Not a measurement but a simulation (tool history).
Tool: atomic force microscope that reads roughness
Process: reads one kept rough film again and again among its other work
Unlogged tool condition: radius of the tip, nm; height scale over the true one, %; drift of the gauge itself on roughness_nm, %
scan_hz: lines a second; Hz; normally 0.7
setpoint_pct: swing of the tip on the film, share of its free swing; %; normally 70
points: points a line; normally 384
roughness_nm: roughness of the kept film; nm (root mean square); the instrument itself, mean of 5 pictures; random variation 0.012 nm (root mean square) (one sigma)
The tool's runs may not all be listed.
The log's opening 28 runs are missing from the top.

run,day,scan_hz,setpoint_pct,points,pictures with this tip,hours of work since the height scale was calibrated,roughness_nm
29,45.454,1.05,59,395,202,292,1.547
# day 46.525: new tip fitted
30,46.688,0.7,73,482,9,315,2.621
31,48.504,0.587,76,774,112,350,1.969
32,50.083,0.587,76,774,201,380,1.592
# day 51.162: new tip fitted
33,51.162,1.041,61,774,0,401,2.758
34,52.512,0.7,70,443,76,426,2.154
35,53.654,0.7,70,443,141,448,1.845
36,55.704,1.19,70,671,256,487,1.413
# day 55.85: new tip fitted
37,57.462,1.19,70,671,91,521,2.002
38,58.604,0.912,88,645,155,543,1.613
# day 60.604: new tip fitted
39,60.804,0.666,70,536,11,584,2.641
40,62.012,0.666,70,365,79,607,2.07

Predict each of these 5 candidate next runs independently; none follows another, all start after run 40:
A,63.962,0.801,70,533,189,645,?
B,63.962,0.666,70,1009,189,645,?
C,63.962,0.7,74,671,189,645,?
D,63.962,0.666,76,365,189,645,?
E,63.962,2.591,60,317,189,645,?

run,roughness_nm
A,1.595
B,1.624
C,1.592
D,1.588
E,1.532
Take away the tool's hidden state, keep each run's random variation, and the runs would have read:
run,roughness_nm
A,2.7
B,2.751
C,2.694
D,2.689
E,2.599

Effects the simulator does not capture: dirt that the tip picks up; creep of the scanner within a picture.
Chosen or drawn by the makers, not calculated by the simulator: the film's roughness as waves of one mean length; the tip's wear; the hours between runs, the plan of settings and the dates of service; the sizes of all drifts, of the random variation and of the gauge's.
